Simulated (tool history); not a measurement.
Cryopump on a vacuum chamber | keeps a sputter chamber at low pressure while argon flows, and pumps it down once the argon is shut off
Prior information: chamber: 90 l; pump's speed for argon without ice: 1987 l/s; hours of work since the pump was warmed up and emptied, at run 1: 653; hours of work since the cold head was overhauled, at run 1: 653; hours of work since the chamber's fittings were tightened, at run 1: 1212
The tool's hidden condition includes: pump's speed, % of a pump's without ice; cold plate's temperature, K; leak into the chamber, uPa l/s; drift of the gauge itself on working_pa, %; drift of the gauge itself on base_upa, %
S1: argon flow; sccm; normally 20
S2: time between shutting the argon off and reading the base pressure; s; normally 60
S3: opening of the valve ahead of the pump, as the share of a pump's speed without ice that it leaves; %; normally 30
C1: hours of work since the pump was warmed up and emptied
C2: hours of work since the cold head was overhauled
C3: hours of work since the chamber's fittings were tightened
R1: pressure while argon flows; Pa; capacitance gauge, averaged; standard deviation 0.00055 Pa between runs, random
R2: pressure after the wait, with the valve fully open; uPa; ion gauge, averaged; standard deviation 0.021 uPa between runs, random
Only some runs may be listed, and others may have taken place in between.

run 1 hour=0.0 | S1=20 S2=60 S3=30 | C1=653 C2=653 C3=1212 | R1=0.0596 R2=1.34
run 2 hour=57.8 | S1=20 S2=60 S3=30 | C1=691 C2=691 C3=1250 | R1=0.0609 R2=1.34
run 3 hour=112.9 | S1=20 S2=60 S3=30 | C1=727 C2=727 C3=1286 | R1=0.0603 R2=1.38
run 4 hour=160.6 | S1=20 S2=60 S3=24 | C1=757 C2=757 C3=1316 | R1=0.0749 R2=1.39
run 5 hour=184.7 | S1=20 S2=60 S3=24 | C1=773 C2=773 C3=1332 | R1=0.0752 R2=1.46
run 6 hour=225.0 | S1=21 S2=60 S3=30 | C1=799 C2=799 C3=1358 | R1=0.0638 R2=1.53
run 7 hour=252.7 | S1=21 S2=60 S3=30 | C1=817 C2=817 C3=1376 | R1=0.0648 R2=1.49
run 8 hour=289.1 | S1=21 S2=60 S3=30 | C1=841 C2=841 C3=1400 | R1=0.0639 R2=1.48
run 9 hour=322.0 | S1=21 S2=60 S3=30 | C1=862 C2=862 C3=1421 | R1=0.0647 R2=1.49
run 10 hour=371.0 | S1=21 S2=21 S3=30 | C1=894 C2=894 C3=1453 | R1=0.0633 R2=2.19
run 11 hour=427.6 | S1=12 S2=60 S3=30 | C1=931 C2=931 C3=1490 | R1=0.0373 R2=1.57
run 12 hour=479.6 | S1=20 S2=60 S3=30 | C1=964 C2=964 C3=1523 | R1=0.0626 R2=1.64
run 13 hour=511.3 | S1=11 S2=94 S3=18 | C1=985 C2=985 C3=1544 | R1=0.0547 R2=1.53
-- hour=554.6 pump warmed up, emptied and cooled again
run 14 hour=571.3 | S1=11 S2=53 S3=18 | C1=11 C2=1021 C3=1580 | R1=0.0530 R2=1.42
run 15 hour=600.3 | S1=11 S2=53 S3=18 | C1=30 C2=1039 C3=1598 | R1=0.0518 R2=1.43
run 16 hour=628.7 | S1=39 S2=22 S3=31 | C1=48 C2=1058 C3=1617 | R1=0.1080 R2=1.99
run 17 hour=653.3 | S1=18 S2=99 S3=31 | C1=64 C2=1074 C3=1633 | R1=0.0507 R2=1.26
run 18 hour=684.8 | S1=39 S2=97 S3=47 | C1=84 C2=1094 C3=1653 | R1=0.0731 R2=1.28
run 19 hour=736.7 | S1=39 S2=97 S3=47 | C1=118 C2=1128 C3=1687 | R1=0.0729 R2=1.31
run 20 hour=766.0 | S1=8 S2=130 S3=55 | C1=137 C2=1147 C3=1706 | R1=0.0126 R2=1.30
run 21 hour=798.1 | S1=8 S2=130 S3=55 | C1=158 C2=1168 C3=1727 | R1=0.0123 R2=1.27
run 22 hour=850.2 | S1=12 S2=60 S3=38 | C1=192 C2=1202 C3=1761 | R1=0.0280 R2=1.52
run 23 hour=897.4 | S1=12 S2=60 S3=38 | C1=222 C2=1232 C3=1791 | R1=0.0276 R2=1.55

5 options for the next run, each taken on its own from the tool as it stands now. Forecast them:
run A hour=952.7 | S1=20 S2=60 S3=24 | C1=258 C2=1268 C3=1827 | R1=? R2=?
run B hour=952.7 | S1=26 S2=20 S3=46 | C1=258 C2=1268 C3=1827 | R1=? R2=?
run C hour=952.7 | S1=28 S2=110 S3=17 | C1=258 C2=1268 C3=1827 | R1=? R2=?
run D hour=952.7 | S1=10 S2=63 S3=60 | C1=258 C2=1268 C3=1827 | R1=? R2=?
run E hour=952.7 | S1=16 S2=43 S3=22 | C1=258 C2=1268 C3=1827 | R1=? R2=?

run=A R1=0.0730 R2=1.58
run=B R1=0.0491 R2=2.31
run=C R1=0.1416 R2=1.45
run=D R1=0.0150 R2=1.52
run=E R1=0.0630 R2=1.74
Without the tool's unlogged condition, the same runs would have read:
run=A R1=0.0715 R2=0.52
run=B R1=0.0472 R2=1.23
run=C R1=0.1396 R2=0.36
run=D R1=0.0143 R2=0.46
run=E R1=0.0618 R2=0.65

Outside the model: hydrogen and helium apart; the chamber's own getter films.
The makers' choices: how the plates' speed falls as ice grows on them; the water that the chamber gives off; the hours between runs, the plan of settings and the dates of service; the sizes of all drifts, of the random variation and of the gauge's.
